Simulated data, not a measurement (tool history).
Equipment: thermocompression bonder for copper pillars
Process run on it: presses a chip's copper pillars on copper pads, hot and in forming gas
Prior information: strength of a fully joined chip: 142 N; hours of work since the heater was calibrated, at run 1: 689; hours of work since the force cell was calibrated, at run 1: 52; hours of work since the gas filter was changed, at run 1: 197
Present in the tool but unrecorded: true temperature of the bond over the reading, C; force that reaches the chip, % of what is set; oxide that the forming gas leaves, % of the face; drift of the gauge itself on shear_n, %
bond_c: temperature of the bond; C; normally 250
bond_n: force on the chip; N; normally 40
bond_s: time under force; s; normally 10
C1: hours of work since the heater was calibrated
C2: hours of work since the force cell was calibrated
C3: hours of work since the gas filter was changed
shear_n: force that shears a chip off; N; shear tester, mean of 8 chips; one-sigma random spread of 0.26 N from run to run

{"run": 1, "day": 0.0, "bond_c": 250, "bond_n": 40, "bond_s": 10, "C1": 689, "C2": 52, "C3": 197, "shear_n": 90.5}
{"run": 2, "day": 1.446, "bond_c": 250, "bond_n": 40, "bond_s": 10, "C1": 709, "C2": 71, "C3": 217, "shear_n": 89.8}
{"day": 2.062, "done": "heater calibrated with a thermocouple chip"}
{"run": 3, "day": 2.633, "bond_c": 250, "bond_n": 40, "bond_s": 10, "C1": 8, "C2": 86, "C3": 232, "shear_n": 85.1}
{"run": 4, "day": 4.054, "bond_c": 250, "bond_n": 40, "bond_s": 10, "C1": 27, "C2": 105, "C3": 251, "shear_n": 85.5}
{"run": 5, "day": 5.542, "bond_c": 250, "bond_n": 40, "bond_s": 10, "C1": 47, "C2": 125, "C3": 271, "shear_n": 85.5}
{"run": 6, "day": 6.25, "bond_c": 250, "bond_n": 27, "bond_s": 10, "C1": 56, "C2": 135, "C3": 280, "shear_n": 65.3}
{"run": 7, "day": 7.029, "bond_c": 250, "bond_n": 27, "bond_s": 10, "C1": 67, "C2": 145, "C3": 291, "shear_n": 65.4}
{"day": 7.212, "done": "force cell calibrated"}
{"run": 8, "day": 8.142, "bond_c": 257, "bond_n": 27, "bond_s": 10, "C1": 81, "C2": 12, "C3": 305, "shear_n": 71.6}
{"run": 9, "day": 8.933, "bond_c": 245, "bond_n": 40, "bond_s": 10, "C1": 91, "C2": 23, "C3": 315, "shear_n": 80.3}
{"run": 10, "day": 9.729, "bond_c": 245, "bond_n": 40, "bond_s": 10, "C1": 102, "C2": 34, "C3": 326, "shear_n": 80}
{"run": 11, "day": 11.083, "bond_c": 245, "bond_n": 40, "bond_s": 10, "C1": 120, "C2": 52, "C3": 344, "shear_n": 80.1}
{"day": 12.167, "done": "force cell calibrated, once more"}
{"run": 12, "day": 12.225, "bond_c": 245, "bond_n": 40, "bond_s": 10, "C1": 135, "C2": 1, "C3": 359, "shear_n": 80}
{"day": 13.425, "done": "forming gas filter changed"}
{"run": 13, "day": 13.533, "bond_c": 245, "bond_n": 40, "bond_s": 10, "C1": 152, "C2": 18, "C3": 1, "shear_n": 84.7}
{"run": 14, "day": 15.025, "bond_c": 229, "bond_n": 45, "bond_s": 10, "C1": 172, "C2": 38, "C3": 22, "shear_n": 74.2}
{"run": 15, "day": 15.821, "bond_c": 276, "bond_n": 29, "bond_s": 10, "C1": 183, "C2": 49, "C3": 32, "shear_n": 96.5}
{"run": 16, "day": 17.054, "bond_c": 276, "bond_n": 29, "bond_s": 10, "C1": 199, "C2": 65, "C3": 49, "shear_n": 96.4}
{"run": 17, "day": 18.021, "bond_c": 250, "bond_n": 40, "bond_s": 7, "C1": 212, "C2": 78, "C3": 62, "shear_n": 80.2}

4 ways to go on from here, each from the tool as it stands after run 17. What would each give?
{"run": "A", "day": 18.892, "bond_c": 260, "bond_n": 24, "bond_s": 7, "C1": 224, "C2": 90, "C3": 73, "shear_n": "?"}
{"run": "B", "day": 18.892, "bond_c": 224, "bond_n": 40, "bond_s": 7, "C1": 224, "C2": 90, "C3": 73, "shear_n": "?"}
{"run": "C", "day": 18.892, "bond_c": 254, "bond_n": 49, "bond_s": 9, "C1": 224, "C2": 90, "C3": 73, "shear_n": "?"}
{"run": "D", "day": 18.892, "bond_c": 256, "bond_n": 35, "bond_s": 12, "C1": 224, "C2": 90, "C3": 73, "shear_n": "?"}

run=A shear_n=63.3
run=B shear_n=55.2
run=C shear_n=100.9
run=D shear_n=92.5
The same runs, with their run-to-run variation unchanged, on a tool lacking any hidden condition would have given:
run=A shear_n=61.2
run=B shear_n=52.9
run=C shear_n=98.9
run=D shear_n=90.4

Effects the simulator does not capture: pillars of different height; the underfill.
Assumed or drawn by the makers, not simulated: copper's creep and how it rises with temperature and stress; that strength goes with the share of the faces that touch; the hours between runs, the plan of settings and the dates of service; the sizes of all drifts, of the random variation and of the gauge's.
